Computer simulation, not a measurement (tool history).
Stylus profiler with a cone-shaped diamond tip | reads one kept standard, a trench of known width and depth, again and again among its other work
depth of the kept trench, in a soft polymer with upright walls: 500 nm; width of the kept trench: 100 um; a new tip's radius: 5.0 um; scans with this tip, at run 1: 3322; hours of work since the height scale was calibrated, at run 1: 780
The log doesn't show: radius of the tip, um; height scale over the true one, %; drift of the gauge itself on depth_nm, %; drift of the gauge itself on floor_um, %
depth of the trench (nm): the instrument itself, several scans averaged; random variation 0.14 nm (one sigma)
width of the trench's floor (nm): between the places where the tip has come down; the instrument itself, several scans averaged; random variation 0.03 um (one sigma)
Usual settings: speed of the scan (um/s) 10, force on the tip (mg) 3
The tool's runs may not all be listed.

run,hour,speed of the scan (um/s),force on the tip (mg),scans with this tip,hours of work since the height scale was calibrated,depth of the trench (nm),width of the trench's floor (nm)
1,0,10,3,3322,780,505.84,95620
2,34.1,10,3,3396,797,505.81,95650
3,58.6,13,3,3449,809,505.45,95570
4,84.5,13,3,3505,822,505.78,95570
5,118.4,2,3,3578,840,505.71,95670
6,168.5,10,3,3687,865,505.85,95610
7,201.8,10,3,3759,882,505.59,95620
8,232.6,9,3,3826,898,505.65,95640
9,278.7,9,3,3925,921,505.74,95630
10,326.1,9,3,4028,945,505.79,95600
11,347.5,9,3,4074,956,505.75,95560
12,382.5,9,3,4150,974,505.53,95600
13,414.8,9,3,4220,990,505.78,95610
14,441.8,9,3,4278,1004,506.09,95530
15,473.7,4,3,4347,1020,505.61,95610
16,522.6,4,3,4453,1045,505.81,95600
17,571.6,4,3,4559,1070,505.57,95600
18,622.3,4,3,4668,1095,505.8,95600
19,666.7,4,3,4764,1118,505.68,95600
20,703.8,4,3,4845,1137,505.82,95590
21,744.9,10,3,4933,1158,505.68,95600
22,783.3,10,3,5017,1177,505.77,95600
23,819,38,3,5094,1195,505.41,95460
24,841.6,38,3,5143,1207,505.69,95480
25,889.1,3,1.49,5245,1231,503.65,95580
26,929.5,6,2.59,5333,1251,505.29,95620
27,964.5,10,1.82,5408,1269,504.02,95630
28,989.9,2,3,5463,1282,505.52,95610
29,1022.5,2,3,5534,1299,505.88,95630
# hour 1030: height scale calibrated on a step standard
30,1054.4,2,3.57,5602,12,506.62,95580
31,1079.1,2,6.09,5655,25,509.28,95580
32,1111.2,2,6.09,5725,41,509.36,95670
33,1154.5,2,6.09,5818,63,509.21,95640
34,1191.9,23,1.36,5899,82,503.47,95470
35,1214.7,23,1.36,5949,94,503.41,95470
36,1263.9,35,1.36,6055,119,503.55,95430
37,1290.4,10,6.09,6112,132,509.18,95630
38,1331.3,2,4.93,6201,153,508.09,95670
39,1359.7,9,3.97,6262,167,506.98,95550
40,1383.1,3,7.5,6313,179,510.64,95620
41,1430.1,3,1.89,6415,203,504.34,95650
42,1472.4,10,1.64,6506,225,503.86,95560
43,1510.8,10,1.64,6589,244,503.8,95530
44,1558.7,37,7.77,6693,268,510.87,95540
45,1608.3,27,4.49,6800,294,507.69,95550
46,1645.9,8,3,6881,313,505.69,95600

Hidden state at the last listed run before each entry between runs and at the first one after, where it differs:
Between runs 29 and 30: height scale calibrated on a step standard (hour 1030)
  height scale over the true one, %: -0.009 -> 0

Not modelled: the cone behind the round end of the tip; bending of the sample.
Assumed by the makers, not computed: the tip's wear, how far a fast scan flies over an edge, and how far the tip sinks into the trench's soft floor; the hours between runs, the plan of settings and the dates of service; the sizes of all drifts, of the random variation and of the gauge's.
